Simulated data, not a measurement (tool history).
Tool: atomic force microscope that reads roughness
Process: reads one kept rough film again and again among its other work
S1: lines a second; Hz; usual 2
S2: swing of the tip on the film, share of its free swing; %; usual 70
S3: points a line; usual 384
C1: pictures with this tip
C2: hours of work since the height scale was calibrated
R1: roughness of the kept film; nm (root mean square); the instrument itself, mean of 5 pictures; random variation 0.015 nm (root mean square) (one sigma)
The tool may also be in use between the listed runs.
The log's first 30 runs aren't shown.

run	hour	S1	S2	S3	C1	C2	R1
31	547	1.3	85	384	142	71	3.33
32	568.2	2.99	67	618	177	83	3.314
33	594.5	2.99	67	618	220	97	3.225
34	614.6	0.65	70	353	253	108	3.41
35	636.8	0.91	71	384	290	120	3.312
36	661.3	1.97	79	885	330	134	2.997
# hour 677.5: new tip fitted
37	686.6	2.41	65	307	15	147	3.693
38	706.4	2.41	65	307	47	158	3.628
39	731.9	2.41	65	307	89	172	3.53
40	747.6	3.7	76	348	115	181	3.081
41	769.7	1.1	58	384	151	193	3.571
42	790.6	1.1	58	384	186	204	3.522
43	814.8	2	70	785	225	218	3.273
44	838.2	2	70	785	264	231	3.229
45	863.5	3.25	76	785	306	244	2.855
46	878.5	2.07	74	680	330	253	3.024
47	891.7	3.54	67	384	352	260	2.93
# hour 894.8: new tip fitted
48	906.9	3.54	67	384	20	268	3.534
49	931.6	3.54	67	384	61	282	3.434
50	942.7	3.54	67	384	79	288	3.434
51	954.2	3.54	67	384	98	294	3.365
52	968.5	1.92	70	384	121	302	3.454

Forecast each of these 5 alternatives for the next run:
A	991.2	1.92	77	986	159	314	?
B	991.2	2	83	650	159	314	?
C	991.2	1.23	68	690	159	314	?
D	991.2	1.92	73	384	159	314	?
E	991.2	2	86	561	159	314	?

run	R1
A	3.274
B	3.181
C	3.522
D	3.313
E	3.09
Without the tool's hidden state the same runs would have given:
run	R1
A	3.596
B	3.493
C	3.868
D	3.638
E	3.393
